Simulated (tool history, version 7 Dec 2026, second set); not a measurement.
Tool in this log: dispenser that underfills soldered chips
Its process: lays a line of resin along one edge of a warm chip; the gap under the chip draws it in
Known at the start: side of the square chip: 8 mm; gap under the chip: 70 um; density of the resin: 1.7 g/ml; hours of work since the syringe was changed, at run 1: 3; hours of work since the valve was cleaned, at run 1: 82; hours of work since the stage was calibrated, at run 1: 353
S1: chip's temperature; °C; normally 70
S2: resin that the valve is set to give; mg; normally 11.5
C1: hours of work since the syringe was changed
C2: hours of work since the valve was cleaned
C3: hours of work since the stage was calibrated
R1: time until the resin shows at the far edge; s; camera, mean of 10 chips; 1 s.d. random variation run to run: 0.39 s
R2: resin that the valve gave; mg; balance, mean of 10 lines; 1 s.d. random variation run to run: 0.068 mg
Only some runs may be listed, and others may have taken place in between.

run	day	S1	S2	C1	C2	C3	R1	R2
1	0	70	11.5	3	82	353	29.1	10.93
# day 0.379: new syringe of resin
2	0.567	83	11.5	3	91	363	16.5	10.91
# day 0.9: new syringe of resin
3	0.9	78	11.5	0	97	369	16.6	10.74
4	1.388	78	11.5	8	105	377	27.2	10.88
# day 1.446: new syringe of resin
# day 1.975: new syringe of resin
5	1.975	70	11.5	0	115	387	25	10.69
6	2.35	70	11.5	6	122	393	35.7	10.51
# day 2.538: new syringe of resin
7	2.646	70	11.5	2	126	398	26.6	10.65
8	3.042	70	11.5	9	133	405	39.2	10.58
# day 3.108: new syringe of resin
# day 3.354: dispensing valve cleaned and set on the balance
9	3.412	70	11.5	5	1	410	29.7	11.49
# day 3.708: new syringe of resin
10	4.042	70	12.4	6	12	421	33.3	12.41
# day 4.267: new syringe of resin
11	4.625	66	11.5	6	22	431	39.9	11.25
# day 4.804: new syringe of resin
12	4.967	66	11.5	3	27	437	33.9	11.35
# day 5.367: new syringe of resin
13	5.508	66	11.5	2	36	446	32.9	11.25
# day 5.892: new syringe of resin
14	5.958	66	11.5	1	44	453	30.7	11.18
# day 6.417: new syringe of resin
15	6.533	66	11.5	2	54	463	32.1	11.09
16	6.883	73	11.4	8	60	469	33.4	10.99
# day 6.938: new syringe of resin
# day 7.462: new syringe of resin
17	7.571	83	11.4	2	71	481	14.8	10.83
18	7.854	61	10.8	7	76	485	53.5	10.28
# day 7.992: new syringe of resin
19	8.158	65	14.4	3	81	491	35.1	13.7

Estimate the outcome of run 20 from the log above:
20	8.45	65	11.3	8	86	496	?	?

For run 20 the tool returned R1 48 s, R2 10.75 mg.
Minus the tool's unlogged condition, the same run would have read R1 32.2 s, R2 11.35 mg.
